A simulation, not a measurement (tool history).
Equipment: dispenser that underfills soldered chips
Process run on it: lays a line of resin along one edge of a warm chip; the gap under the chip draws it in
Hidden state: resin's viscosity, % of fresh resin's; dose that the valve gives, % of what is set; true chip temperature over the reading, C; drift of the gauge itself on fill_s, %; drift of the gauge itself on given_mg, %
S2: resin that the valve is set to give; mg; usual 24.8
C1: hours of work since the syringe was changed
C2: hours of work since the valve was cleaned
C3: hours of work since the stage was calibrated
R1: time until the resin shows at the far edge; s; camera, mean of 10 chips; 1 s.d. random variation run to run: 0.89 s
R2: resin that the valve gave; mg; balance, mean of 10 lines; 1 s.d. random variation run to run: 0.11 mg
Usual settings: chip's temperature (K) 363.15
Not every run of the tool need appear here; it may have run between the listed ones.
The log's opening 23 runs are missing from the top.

-- hour=134.3 new syringe of resin
run 24 hour=137.1 | chip's_temperature_(K)=357.15 S2=30.5 | C1=2 C2=76 C3=321 | R1=112.8 R2=29.86
-- hour=141.6 new syringe of resin
run 25 hour=141.8 | chip's_temperature_(K)=349.15 S2=30.3 | C1=0 C2=79 C3=324 | R1=132.3 R2=29.58
-- hour=149.4 new syringe of resin
run 26 hour=150.3 | chip's_temperature_(K)=349.15 S2=30.3 | C1=1 C2=86 C3=330 | R1=135.7 R2=29.51
run 27 hour=154.6 | chip's_temperature_(K)=351.15 S2=26.1 | C1=4 C2=89 C3=334 | R1=158.9 R2=25.45
-- hour=156.7 new syringe of resin
run 28 hour=159.8 | chip's_temperature_(K)=375.15 S2=23.3 | C1=2 C2=93 C3=338 | R1=66.0 R2=22.54
-- hour=161.2 dispensing valve cleaned and set on the balance
-- hour=165.0 new syringe of resin
run 29 hour=168.5 | chip's_temperature_(K)=377.15 S2=26.7 | C1=3 C2=5 C3=343 | R1=59.8 R2=26.55
-- hour=172.5 new syringe of resin
run 30 hour=173.8 | chip's_temperature_(K)=363.15 S2=30.2 | C1=1 C2=9 C3=347 | R1=83.3 R2=30.20
-- hour=180.4 new syringe of resin
run 31 hour=182.0 | chip's_temperature_(K)=348.15 S2=25.5 | C1=1 C2=15 C3=353 | R1=147.8 R2=25.62
-- hour=187.8 new syringe of resin
run 32 hour=189.3 | chip's_temperature_(K)=361.15 S2=25.5 | C1=1 C2=21 C3=359 | R1=91.6 R2=25.39
-- hour=195.1 new syringe of resin
run 33 hour=197.7 | chip's_temperature_(K)=359.15 S2=24.8 | C1=2 C2=27 C3=365 | R1=105.9 R2=24.59
-- hour=202.5 new syringe of resin
run 34 hour=204.8 | chip's_temperature_(K)=359.15 S2=24.8 | C1=2 C2=32 C3=370 | R1=100.3 R2=24.60

Forecast each of these 3 alternatives for the next run:
-- hour=209.8 new syringe of resin
run A hour=209.8 | chip's_temperature_(K)=363.15 S2=23.4 | C1=0 C2=36 C3=374 | R1=? R2=?
-- hour=209.8 new syringe of resin
run B hour=209.8 | chip's_temperature_(K)=374.15 S2=24.8 | C1=0 C2=36 C3=374 | R1=? R2=?
-- hour=209.8 new syringe of resin
run C hour=209.8 | chip's_temperature_(K)=360.15 S2=24.8 | C1=0 C2=36 C3=374 | R1=? R2=?

run=A R1=82.2 R2=23.16
run=B R1=56.7 R2=24.67
run=C R1=90.0 R2=24.67
The same runs, with their run-to-run variation unchanged, on a tool lacking any hidden condition would have given:
run=A R1=84.1 R2=23.35
run=B R1=57.9 R2=24.86
run=C R1=92.2 R2=24.86
